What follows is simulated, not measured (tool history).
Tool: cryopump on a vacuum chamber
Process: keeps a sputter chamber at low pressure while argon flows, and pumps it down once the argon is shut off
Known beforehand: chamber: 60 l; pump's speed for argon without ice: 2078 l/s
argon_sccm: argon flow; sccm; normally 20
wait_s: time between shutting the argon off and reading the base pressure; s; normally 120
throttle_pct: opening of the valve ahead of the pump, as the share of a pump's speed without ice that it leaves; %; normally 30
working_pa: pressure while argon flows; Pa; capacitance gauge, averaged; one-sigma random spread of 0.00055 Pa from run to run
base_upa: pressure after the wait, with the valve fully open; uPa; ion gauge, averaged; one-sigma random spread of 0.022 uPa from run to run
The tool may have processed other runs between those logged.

run,hour,argon_sccm,wait_s,throttle_pct,working_pa,base_upa
1,0.0,20,120,30,0.0558,0.70
2,9.9,20,120,30,0.0553,0.81
3,24.2,20,120,18,0.0913,0.77
4,40.2,20,120,18,0.0911,0.78
5,62.6,20,120,18,0.0913,0.74
6,75.3,20,120,18,0.0915,0.78
7,86.9,20,193,18,0.0916,0.59
8,109.3,20,193,18,0.0910,0.58
9,124.3,20,193,47,0.0348,0.60
10,147.8,20,193,47,0.0361,0.62
11,160.5,20,193,47,0.0357,0.61
12,179.9,20,193,47,0.0374,0.58
13,200.2,20,193,47,0.0359,0.57
14,219.3,20,193,47,0.0354,0.62
15,240.5,20,60,47,0.0360,1.34
16,252.3,20,167,25,0.0661,0.63
17,265.3,8,24,34,0.0204,2.86
18,284.8,8,120,30,0.0234,0.80
19,298.9,20,120,15,0.1115,0.83
20,315.1,39,86,41,0.0822,1.06
21,336.4,12,135,47,0.0211,0.75
22,356.2,11,74,30,0.0313,1.22
23,366.2,11,74,30,0.0304,1.19
24,382.4,38,20,23,0.1387,3.34
25,405.5,20,219,23,0.0736,0.61
26,420.5,16,91,22,0.0610,1.02
27,441.1,20,41,18,0.0942,1.80
28,454.3,26,122,18,0.1210,0.84

Predict the results of run 29:
29,464.1,26,122,18,?,?

working_pa: 0.1202 Pa
base_upa: 0.82 uPa
Minus the tool's unlogged condition, the same run would have read working_pa 0.1168 Pa, base_upa 0.64 uPa.
